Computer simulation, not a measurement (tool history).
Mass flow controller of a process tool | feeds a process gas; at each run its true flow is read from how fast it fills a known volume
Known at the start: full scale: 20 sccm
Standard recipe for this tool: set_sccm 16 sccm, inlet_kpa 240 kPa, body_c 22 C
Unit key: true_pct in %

run 1 hour=0.0 | set_sccm=16 inlet_kpa=240 body_c=22 | true_pct=99.18
run 2 hour=62.9 | set_sccm=16 inlet_kpa=240 body_c=22 | true_pct=99.09
run 3 hour=116.2 | set_sccm=14 inlet_kpa=240 body_c=22 | true_pct=99.10
run 4 hour=177.7 | set_sccm=14 inlet_kpa=240 body_c=22 | true_pct=99.18
run 5 hour=213.1 | set_sccm=16 inlet_kpa=240 body_c=22 | true_pct=99.22
run 6 hour=251.6 | set_sccm=16 inlet_kpa=240 body_c=22 | true_pct=99.18
run 7 hour=302.7 | set_sccm=16 inlet_kpa=240 body_c=22 | true_pct=99.30
run 8 hour=359.7 | set_sccm=16 inlet_kpa=250 body_c=22 | true_pct=99.04
run 9 hour=406.0 | set_sccm=16 inlet_kpa=250 body_c=22 | true_pct=99.07
run 10 hour=469.5 | set_sccm=6 inlet_kpa=240 body_c=22 | true_pct=98.29
run 11 hour=525.4 | set_sccm=6 inlet_kpa=240 body_c=22 | true_pct=98.32
run 12 hour=571.6 | set_sccm=16 inlet_kpa=240 body_c=22 | true_pct=99.13
run 13 hour=613.3 | set_sccm=16 inlet_kpa=157 body_c=22 | true_pct=99.63
run 14 hour=648.2 | set_sccm=5 inlet_kpa=157 body_c=22 | true_pct=98.70
run 15 hour=700.5 | set_sccm=5 inlet_kpa=157 body_c=22 | true_pct=98.69
run 16 hour=776.8 | set_sccm=16 inlet_kpa=148 body_c=22 | true_pct=99.90
run 17 hour=825.9 | set_sccm=16 inlet_kpa=148 body_c=22 | true_pct=99.68
run 18 hour=895.4 | set_sccm=16 inlet_kpa=148 body_c=22 | true_pct=99.79
run 19 hour=954.0 | set_sccm=16 inlet_kpa=148 body_c=22 | true_pct=99.65
run 20 hour=1015.6 | set_sccm=16 inlet_kpa=234 body_c=22 | true_pct=99.17
run 21 hour=1058.0 | set_sccm=16 inlet_kpa=234 body_c=22 | true_pct=99.17
run 22 hour=1093.6 | set_sccm=16 inlet_kpa=240 body_c=22 | true_pct=99.15
run 23 hour=1147.5 | set_sccm=16 inlet_kpa=240 body_c=22 | true_pct=99.10
run 24 hour=1205.3 | set_sccm=13 inlet_kpa=164 body_c=37 | true_pct=100.26
run 25 hour=1250.5 | set_sccm=3 inlet_kpa=258 body_c=37 | true_pct=98.14
run 26 hour=1305.2 | set_sccm=3 inlet_kpa=258 body_c=37 | true_pct=98.25
run 27 hour=1352.8 | set_sccm=3 inlet_kpa=258 body_c=37 | true_pct=98.10
run 28 hour=1411.1 | set_sccm=3 inlet_kpa=258 body_c=37 | true_pct=98.02
run 29 hour=1478.1 | set_sccm=17 inlet_kpa=211 body_c=32 | true_pct=99.93

Run 30, settings as shown, results not yet in. Your forecast:
run 30 hour=1544.7 | set_sccm=7 inlet_kpa=240 body_c=34 | true_pct=?

{"run 30": {"true_pct": 98.81}}
Had the tool carried no hidden state, the very same run would have given true_pct 99.37 %.
